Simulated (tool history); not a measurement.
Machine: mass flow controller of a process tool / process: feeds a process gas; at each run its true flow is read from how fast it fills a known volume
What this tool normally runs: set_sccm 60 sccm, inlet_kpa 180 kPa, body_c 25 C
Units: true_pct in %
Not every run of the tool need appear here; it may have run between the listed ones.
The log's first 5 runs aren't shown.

run    hour  set_sccm  inlet_kpa  body_c  hours of work since the controller was set to zero  hours of work since the controller was changed  true_pct
  6   534.9        60        180      25                                                2706                                            2706     97.92
  7   589.7        60        180      25                                                2737                                            2737     97.90
  8   661.6        60        202      25                                                2777                                            2777     97.88
  9   778.7        60        202      25                                                2843                                            2843     97.88
 10   897.2        60        180      39                                                2909                                            2909     96.48
 11   973.9        60        180      39                                                2952                                            2952     96.40
 12  1040.8        25        180      39                                                2989                                            2989     94.22
 13  1148.7        25        180      39                                                3049                                            3049     94.18
 14  1269.9        60        180      25                                                3117                                            3117     97.54
 15  1324.8        60        149      25                                                3148                                            3148     97.70
 16  1423.2        60        180      25                                                3203                                            3203     97.61
 17  1532.6        60        180      25                                                3264                                            3264     97.53
 18  1596.6        60        230      25                                                3300                                            3300     97.52
 19  1672.4        60        204      25                                                3342                                            3342     97.57
 20  1748.7        60        180      25                                                3385                                            3385     97.28
 21  1874.2        60        180      25                                                3455                                            3455     97.44
 22  1969.0        60        180      25                                                3508                                            3508     97.41
 23  2089.0        60        180      25                                                3575                                            3575     97.38
 24  2200.3        60        180      25                                                3637                                            3637     97.41

For run 25, what comes out?
 25  2323.4        31        180      25                                                3706                                            3706         ?

Run 25 measured true_pct 95.51 %.
Were there no unlogged condition in the tool, this run, its random variation unchanged, would have produced true_pct 99.42 %.
